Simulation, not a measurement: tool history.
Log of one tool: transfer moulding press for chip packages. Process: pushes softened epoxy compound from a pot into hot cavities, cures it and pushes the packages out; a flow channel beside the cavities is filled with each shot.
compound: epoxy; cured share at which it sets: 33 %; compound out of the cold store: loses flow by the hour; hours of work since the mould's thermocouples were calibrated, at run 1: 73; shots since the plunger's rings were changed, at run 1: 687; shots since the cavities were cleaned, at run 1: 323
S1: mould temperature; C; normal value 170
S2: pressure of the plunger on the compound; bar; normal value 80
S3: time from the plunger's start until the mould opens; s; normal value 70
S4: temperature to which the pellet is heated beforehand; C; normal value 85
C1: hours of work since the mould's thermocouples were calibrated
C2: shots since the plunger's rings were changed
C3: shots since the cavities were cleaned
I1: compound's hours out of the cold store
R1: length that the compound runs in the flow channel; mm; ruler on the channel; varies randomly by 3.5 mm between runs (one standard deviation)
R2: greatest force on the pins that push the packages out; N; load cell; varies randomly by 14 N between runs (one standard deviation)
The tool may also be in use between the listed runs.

run   hour   S1    S2  S3  S4   C1    C2   C3    I1   R1    R2
  1      0  170    80  70  85   73   687  323  26.9  622   663
      14.3  -- cavities cleaned with cleaning compound and waxed
  2   20.5  170    80  70  85   84   935   81  27.8  613   636
  3   37.2  170    80  70  85   93  1154  300  41.8  576   609
  4   50.8  170    80  70  85  100  1332  478  16.3  652   665
      53.4  -- cavities cleaned with cleaning compound and waxed
  5   70.1  167    80  70  85  110  1564  218  20.3  643   788
  6   79.7  170    80  70  85  115  1689  343  39.9  582   599
  7   88.4  170    80  70  85  120  1804  458  47.6  560   604
      92.8  -- cavities cleaned with cleaning compound and waxed
  8  105.5  170    80  51  85  128  2008  166  36.7  593  1461
  9  114.9  170    80  51  85  133  2130  288  25.7  621  1457
       132  -- cavities cleaned with cleaning compound and waxed
 10  133.4  170    80  51  85  142  2353   18  45.1  571  1407
 11  144.2  170    80  51  85  148  2495  160  31.7  601  1466
 12  158.5  170    80  51  85  156  2681  346  30.3  605  1480
     170.6  -- cavities cleaned with cleaning compound and waxed
 13  173.1  170    80  51  85  163  2853   34  12.4  663  1572
 14  184.2  170    80  51  85  169  2997  178    16  645  1539
 15  199.2  166  93.8  62  90  177  3194  375   9.4  733  1253
     209.1  -- cavities cleaned with cleaning compound and waxed
 16    216  166  93.8  62  90  185  3394   91  22.6  693  1197
 17  232.7  170    80  91  85  194  3613  310  30.7  613   436
     248.4  -- cavities cleaned with cleaning compound and waxed
 18  248.4  170    80  91  85  202  3798    0    26  621   417
 19  269.2  176    80  70  95  213  4070  272  18.1  627   429
     287.9  -- cavities cleaned with cleaning compound and waxed
 20  290.3  165  60.9  53  78  224  4326   31  35.2  535  1746
 21  304.2  165  74.3  70  94  231  4508  213  27.8  604   884
 22  314.2  167  77.1  70  85  237  4639  344  46.3  565   761
     327.2  -- cavities cleaned with cleaning compound and waxed
 23  332.1  167  62.1  70  85  246  4854   65  33.2  532   793
 24  347.4  173  63.6  52  83  254  5053  264  12.4  578  1323
 25  363.1  169    73  52  76  262  5258  469  26.9  598  1682
     366.7  -- cavities cleaned with cleaning compound and waxed
 26  380.1  170    68  70  88  271  5461  175  20.9  584   639
 27  394.9  174    68  74  88  279  5654  368  13.5  597   458

Take each entry between the runs: how does the hidden state at the last listed run before it differ from the hidden state at the first listed run after it?
In the gap between runs 1 and 2: cavities cleaned with cleaning compound and waxed (hour 14.3)
  pressure that reaches the compound, % of what is set: 99.93 -> 99.9; grip of the stained cavities, % over clean ones': 0.9 -> 0.4
  measured minus no-state result, R2: +6 -> +3 N
In the gap between runs 4 and 5: cavities cleaned with cleaning compound and waxed (hour 53.4)
  pressure that reaches the compound, % of what is set: 99.86 -> 99.84; grip of the stained cavities, % over clean ones': 1.4 -> 0.8
  measured minus no-state result, R2: +10 -> +7 N
In the gap between runs 7 and 8: cavities cleaned with cleaning compound and waxed (hour 92.8)
  pressure that reaches the compound, % of what is set: 99.82 -> 99.8; grip of the stained cavities, % over clean ones': 1.4 -> 0.6
  measured minus no-state result, R2: +9 -> +10 N
In the gap between runs 9 and 10: cavities cleaned with cleaning compound and waxed (hour 132)
  pressure that reaches the compound, % of what is set: 99.78 -> 99.76; grip of the stained cavities, % over clean ones': 0.9 -> 0.1
  measured minus no-state result, R2: +14 -> +2 N
In the gap between runs 12 and 13: cavities cleaned with cleaning compound and waxed (hour 170.6)
  pressure that reaches the compound, % of what is set: 99.73 -> 99.71; grip of the stained cavities, % over clean ones': 1.1 -> 0.2
  measured minus no-state result, R2: +17 -> +5 N
In the gap between runs 15 and 16: cavities cleaned with cleaning compound and waxed (hour 209.1)
  pressure that reaches the compound, % of what is set: 99.68 -> 99.66; grip of the stained cavities, % over clean ones': 1.1 -> 0.4
  measured minus no-state result, R2: +15 -> +5 N
In the gap between runs 17 and 18: cavities cleaned with cleaning compound and waxed (hour 248.4)
  pressure that reaches the compound, % of what is set: 99.64 -> 99.62; grip of the stained cavities, % over clean ones': 1 -> 0.1
  measured minus no-state result, R2: +4 -> +0 N
In the gap between runs 19 and 20: cavities cleaned with cleaning compound and waxed (hour 287.9)
  pressure that reaches the compound, % of what is set: 99.6 -> 99.57; grip of the stained cavities, % over clean ones': 0.9 -> 0.1
  measured minus no-state result, R2: +4 -> +3 N
In the gap between runs 22 and 23: cavities cleaned with cleaning compound and waxed (hour 327.2)
  pressure that reaches the compound, % of what is set: 99.54 -> 99.52; grip of the stained cavities, % over clean ones': 1 -> 0.3
  measured minus no-state result, R2: +9 -> +3 N
In the gap between runs 25 and 26: cavities cleaned with cleaning compound and waxed (hour 366.7)
  pressure that reaches the compound, % of what is set: 99.48 -> 99.46; grip of the stained cavities, % over clean ones': 1.3 -> 0.6
  measured minus no-state result, R2: +23 -> +4 N
